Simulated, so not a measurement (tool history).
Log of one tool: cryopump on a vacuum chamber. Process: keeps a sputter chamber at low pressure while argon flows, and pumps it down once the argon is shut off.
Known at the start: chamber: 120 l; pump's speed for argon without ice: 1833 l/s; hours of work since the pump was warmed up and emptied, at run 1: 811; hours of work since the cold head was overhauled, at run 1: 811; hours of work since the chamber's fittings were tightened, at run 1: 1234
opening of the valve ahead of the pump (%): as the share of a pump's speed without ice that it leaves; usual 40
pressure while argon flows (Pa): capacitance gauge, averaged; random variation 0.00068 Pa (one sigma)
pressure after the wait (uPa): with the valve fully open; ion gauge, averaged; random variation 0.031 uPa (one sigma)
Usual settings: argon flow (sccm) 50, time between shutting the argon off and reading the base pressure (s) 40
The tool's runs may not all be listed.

run,hour,argon flow (sccm),time between shutting the argon off and reading the base pressure (s),opening of the valve ahead of the pump (%),hours of work since the pump was warmed up and emptied,hours of work since the cold head was overhauled,hours of work since the chamber's fittings were tightened,pressure while argon flows (Pa),pressure after the wait (uPa)
1,0.0,50,40,40,811,811,1234,0.1282,2.65
2,18.2,50,40,38,823,823,1247,0.1340,2.75
3,33.1,50,40,38,834,834,1257,0.1342,2.70
4,60.7,50,40,38,853,853,1276,0.1378,2.80
# hour 83.7: leaking fittings of the chamber tightened, without venting
5,84.4,50,40,38,868,868,0,0.1363,1.62
6,114.1,50,40,38,888,888,21,0.1378,1.67
7,132.9,50,40,40,901,901,34,0.1312,1.69
8,161.8,50,40,40,921,921,54,0.1316,1.62
9,177.1,50,40,40,932,932,64,0.1324,1.70
10,199.3,50,40,40,947,947,80,0.1327,1.74
11,229.3,50,40,40,968,968,100,0.1341,1.77
12,250.8,50,40,40,983,983,115,0.1336,1.78
13,280.3,50,40,40,1003,1003,136,0.1332,1.79
14,300.4,50,40,40,1017,1017,150,0.1347,1.82
15,316.7,50,40,40,1028,1028,161,0.1344,1.89
16,333.1,50,40,40,1039,1039,172,0.1338,1.85
# hour 354.4: pump warmed up, emptied and cooled again
17,359.1,50,40,40,3,1054,187,0.1157,1.68

Run 18 comes next. What will it give?
18,384.7,98,40,40,21,1072,204,?,?

Run 18 gave pressure while argon flows (Pa) 0.2267, pressure after the wait (uPa) 1.74.
Without the tool's hidden state the same run would have given pressure while argon flows (Pa) 0.2251, pressure after the wait (uPa) 1.56.
